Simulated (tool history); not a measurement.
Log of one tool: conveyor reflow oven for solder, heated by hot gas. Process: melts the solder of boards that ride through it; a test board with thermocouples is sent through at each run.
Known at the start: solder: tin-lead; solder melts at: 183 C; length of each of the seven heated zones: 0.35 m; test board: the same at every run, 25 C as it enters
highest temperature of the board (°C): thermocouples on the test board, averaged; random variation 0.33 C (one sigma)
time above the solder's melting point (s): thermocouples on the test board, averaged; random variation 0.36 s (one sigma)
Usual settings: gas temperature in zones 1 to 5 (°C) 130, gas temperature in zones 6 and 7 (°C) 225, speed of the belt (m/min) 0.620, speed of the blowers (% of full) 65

| run | hour | gas temperature in zones 1 to 5 (°C) | gas temperature in zones 6 and 7 (°C) | speed of the belt (m/min) | speed of the blowers (% of full) | highest temperature of the board (°C) | time above the solder's melting point (s) |
|---|---|---|---|---|---|---|---|
| 1 | 0.0 | 130 | 225 | 0.620 | 65 | 203.7 | 36.7 |
| 2 | 15.4 | 130 | 225 | 0.620 | 65 | 203.6 | 36.0 |
| 3 | 29.3 | 130 | 225 | 0.620 | 65 | 203.4 | 37.0 |
| 4 | 50.3 | 130 | 225 | 0.620 | 65 | 203.8 | 36.0 |
| 5 | 70.2 | 130 | 229 | 0.620 | 65 | 206.4 | 39.2 |
| 6 | 89.3 | 130 | 229 | 0.620 | 65 | 206.0 | 39.8 |
| 7 | 108.5 | 130 | 229 | 0.620 | 65 | 206.2 | 39.0 |
| 8 | 132.6 | 130 | 229 | 0.620 | 65 | 205.7 | 38.4 |
| 9 | 154.5 | 130 | 225 | 0.620 | 58 | 203.6 | 37.1 |
| 10 | 173.0 | 130 | 225 | 0.620 | 65 | 205.1 | 39.2 |
| 11 | 202.0 | 130 | 225 | 0.620 | 65 | 205.7 | 39.8 |
| 12 | 214.8 | 130 | 225 | 0.620 | 65 | 206.2 | 39.2 |
| 13 | 239.0 | 132 | 227 | 0.523 | 66 | 213.3 | 56.1 |
| 14 | 265.8 | 132 | 227 | 0.523 | 66 | 212.9 | 56.3 |
| 15 | 291.4 | 130 | 220 | 0.620 | 80 | 204.0 | 38.2 |
| 16 | 303.7 | 134 | 226 | 0.504 | 68 | 213.6 | 60.5 |
| 17 | 324.3 | 134 | 226 | 0.504 | 68 | 212.8 | 59.7 |
| 18 | 347.3 | 120 | 218 | 0.729 | 65 | 190.6 | 14.7 |
| 19 | 371.2 | 142 | 225 | 0.737 | 65 | 201.0 | 31.0 |
| 20 | 393.6 | 130 | 230 | 0.587 | 65 | 210.2 | 46.2 |
| 21 | 419.8 | 130 | 230 | 0.587 | 65 | 210.2 | 46.1 |
| 22 | 437.6 | 130 | 213 | 0.620 | 51 | 191.1 | 18.2 |
| 23 | 461.8 | 127 | 225 | 0.620 | 51 | 200.0 | 30.5 |
| 24 | 493.7 | 127 | 225 | 0.620 | 51 | 202.4 | 33.6 |

Taken out of this log: 3 entries between the listed runs. Where each belongs, and how the hidden state differs across it:
Between runs 8 and 9: flux residue cleaned out of gas plates and filters (hour 150.3)
  heat that the gas passes to the board, % of a clean oven's: 89.8 -> 99.6; belt's true speed, % of the reading: 97.68 -> 97.64; true gas temperature in zones 6 and 7 over the reading, C: -1.45 -> -1.46
  measured less the result without the state, highest temperature of the board (°C): -3.4 -> -0.5; time above the solder's melting point (s): -2.8 -> +0.6
Between runs 10 and 11: thermocouples of zones 6 and 7 changed (hour 201.0)
  heat that the gas passes to the board, % of a clean oven's: 99.1 -> 98.3; belt's true speed, % of the reading: 97.61 -> 97.56; true gas temperature in zones 6 and 7 over the reading, C: -1.48 -> -0.32
  measured less the result without the state, highest temperature of the board (°C): -0.7 -> +0.1; time above the solder's melting point (s): +0.4 -> +1.2
Between runs 23 and 24: flux residue cleaned out of gas plates and filters (hour 469.2)
  heat that the gas passes to the board, % of a clean oven's: 90.7 -> 99; belt's true speed, % of the reading: 97.08 -> 97.03; true gas temperature in zones 6 and 7 over the reading, C: -0.59 -> -0.62
  measured less the result without the state, highest temperature of the board (°C): -1.9 -> +0.3; time above the solder's melting point (s): -1.7 -> +1.6
